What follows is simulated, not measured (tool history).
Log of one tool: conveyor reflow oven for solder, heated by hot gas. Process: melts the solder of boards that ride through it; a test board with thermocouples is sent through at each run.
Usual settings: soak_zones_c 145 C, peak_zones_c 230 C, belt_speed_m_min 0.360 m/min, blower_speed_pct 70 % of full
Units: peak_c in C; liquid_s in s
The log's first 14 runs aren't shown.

run   hour  soak_zones_c  peak_zones_c  belt_speed_m_min  blower_speed_pct  hours of work since the flux was cleaned out  hours of work since the belt drive was overhauled  hours of work since the thermocouples were changed  peak_c  liquid_s
 15  131.9           145           230             0.360                70                                           250                                                281                                                 141   216.1      92.6
 16  144.7           146           230             0.360                70                                           255                                                286                                                 146   216.9      93.8
     149.6  -- belt drive overhauled, speed set with a stopwatch
 17  157.2           158           223             0.360                90                                           259                                                  3                                                 150   214.9      99.9
 18  168.6           158           223             0.360                90                                           264                                                  8                                                 155   214.1     100.0
     179.4  -- belt drive overhauled, speed set with a stopwatch, once more
 19  181.2           145           230             0.360                61                                           268                                                  1                                                 158   215.4      88.6
 20  193.8           131           224             0.345                60                                           273                                                  6                                                 164   208.7      76.0
 21  205.3           140           230             0.360                85                                           278                                                 11                                                 169   217.9      89.4
 22  215.1           140           230             0.360                85                                           282                                                 15                                                 173   217.0      90.1
 23  227.1           134           230             0.360                65                                           287                                                 21                                                 178   212.8      82.0
 24  234.5           159           230             0.307                70                                           291                                                 24                                                 181   221.5     124.7
 25  244.4           159           230             0.307                70                                           295                                                 28                                                 186   221.6     125.4
 26  254.2           159           230             0.314                89                                           299                                                 32                                                 190   222.3     123.5
 27  266.3           159           230             0.314                89                                           304                                                 38                                                 195   221.9     123.7
 28  272.7           145           220             0.360                70                                           307                                                 40                                                 198   208.1      79.6
 29  279.5           145           220             0.360                52                                           310                                                 43                                                 201   205.2      74.5
 30  290.9           157           232             0.330                78                                           315                                                 48                                                 206   222.4     115.0

5 ways to go on from here, each from the tool as it stands after run 30. What would each give?
  A  300.2           131           232             0.330                78                                           319                                                 52                                                 210       ?         ?
  B  300.2           141           232             0.330                62                                           319                                                 52                                                 210       ?         ?
  C  300.2           145           236             0.360                70                                           319                                                 52                                                 210       ?         ?
  D  300.2           131           232             0.310                78                                           319                                                 52                                                 210       ?         ?
  E  300.2           141           225             0.383                70                                           319                                                 52                                                 210       ?         ?

run  peak_c  liquid_s
  A   218.4      95.5
  B   217.9     100.0
  C   221.4      96.5
  D   220.3     105.7
  E   209.4      73.7
Without the tool's hidden state the same runs would have given:
run  peak_c  liquid_s
  A   221.2      99.4
  B   220.4     103.3
  C   224.1      99.5
  D   222.9     109.5
  E   212.2      78.5

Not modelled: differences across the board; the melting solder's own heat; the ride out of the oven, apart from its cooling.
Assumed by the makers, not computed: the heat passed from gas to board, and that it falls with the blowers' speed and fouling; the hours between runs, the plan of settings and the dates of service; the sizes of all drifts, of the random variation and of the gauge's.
